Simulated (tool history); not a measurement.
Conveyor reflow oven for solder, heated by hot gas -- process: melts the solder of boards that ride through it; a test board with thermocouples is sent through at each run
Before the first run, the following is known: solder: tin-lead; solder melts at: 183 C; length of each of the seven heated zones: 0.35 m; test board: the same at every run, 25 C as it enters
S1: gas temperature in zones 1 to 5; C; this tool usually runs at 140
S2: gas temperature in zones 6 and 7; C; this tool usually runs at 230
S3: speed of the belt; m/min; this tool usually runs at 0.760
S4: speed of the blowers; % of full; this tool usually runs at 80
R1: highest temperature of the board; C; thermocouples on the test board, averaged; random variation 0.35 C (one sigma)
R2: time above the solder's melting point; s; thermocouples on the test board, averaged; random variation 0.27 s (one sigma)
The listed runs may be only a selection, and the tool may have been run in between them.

run    hour   S1   S2     S3  S4     R1    R2
  1     0.0  140  230  0.760  80  217.0  41.8
  2    40.8  140  230  0.760  80  216.3  42.3
  3    86.5  140  230  0.760  80  215.9  42.0
  4   129.0  140  230  0.760  80  216.6  41.4
  5   179.1  140  230  0.760  80  215.6  41.4
  6   207.5  140  230  0.760  80  215.4  40.9
  7   245.9  140  230  0.760  61  210.5  36.8
  8   266.1  140  230  0.760  61  210.0  36.4
  9   316.2  140  226  0.760  80  211.6  39.4
      342.8  -- flux residue cleaned out of gas plates and filters
 10   369.7  140  226  0.760  80  215.8  41.8
 11   396.4  141  226  0.760  80  215.9  42.5
 12   420.0  141  226  0.760  80  215.7  42.2
 13   465.3  140  230  0.760  80  218.5  43.2
 14   501.9  140  230  0.760  80  219.1  43.4
 15   546.3  140  230  0.760  80  218.4  42.9
 16   587.5  140  230  0.760  80  217.9  43.0
 17   632.2  140  230  0.760  80  217.6  42.3
 18   655.0  132  230  0.760  80  216.6  40.6
 19   702.8  132  230  0.760  80  216.6  40.1
      718.5  -- belt drive overhauled, speed set with a stopwatch
 20   749.2  131  243  0.760  90  229.0  46.1
 21   788.2  152  243  0.760  85  231.6  51.8
 22   813.9  151  227  0.760  80  216.8  44.8
      842.5  -- thermocouples of zones 6 and 7 changed
 23   865.7  151  227  0.760  80  213.8  43.1
 24   915.5  151  227  0.760  80  212.7  43.3
 25   951.6  143  234  0.838  80  213.8  36.7
 26   999.0  143  234  0.838  80  214.3  37.0
 27  1033.0  143  234  0.838  80  214.4  36.3
 28  1057.6  138  221  0.704  84  208.3  39.4
 29  1107.7  138  221  0.704  84  208.0  38.8
     1135.7  -- flux residue cleaned out of gas plates and filters
 30  1137.8  138  221  0.704  84  211.7  43.2
 31  1161.5  140  229  0.760  53  208.2  35.1

A few steps of R1 between consecutive runs. Split each: what settings, incoming material and random variation would produce without the hidden state, and what is left over for the hidden state, along with gauge scatter present in only one of the two compared results (measured, and without hidden state):
Hidden conditions of the tool in this case: heat that the gas passes to the board, % of a clean oven's; belt's true speed, % of the reading; true gas temperature in zones 6 and 7 over the reading, C; drift of the gauge itself on peak_c, C; drift of the gauge itself on liquid_s, %.
Run 9 -> 10: flux residue cleaned out of gas plates and filters. R1 +4.2 C: hidden state +3.7, all else +0.5.
Run 19 -> 20: S1 132 -> 131, S2 230 -> 243, S4 80 -> 90, belt drive overhauled, speed set with a stopwatch. R1 +12.4 C: hidden state -0.6, all else +13.0.
Run 21 -> 22: S1 152 -> 151, S2 243 -> 227, S4 85 -> 80. R1 -14.8 C: hidden state +0.2, all else -15.0.
Run 22 -> 23: thermocouples of zones 6 and 7 changed. R1 -3.0 C: hidden state -3.0, all else +0.0.
Run 27 -> 28: S1 143 -> 138, S2 234 -> 221, S3 0.838 -> 0.704, S4 80 -> 84. R1 -6.1 C: hidden state +0.9, all else -7.0.
Run 29 -> 30: flux residue cleaned out of gas plates and filters. R1 +3.7 C: hidden state +3.7, all else +0.0.
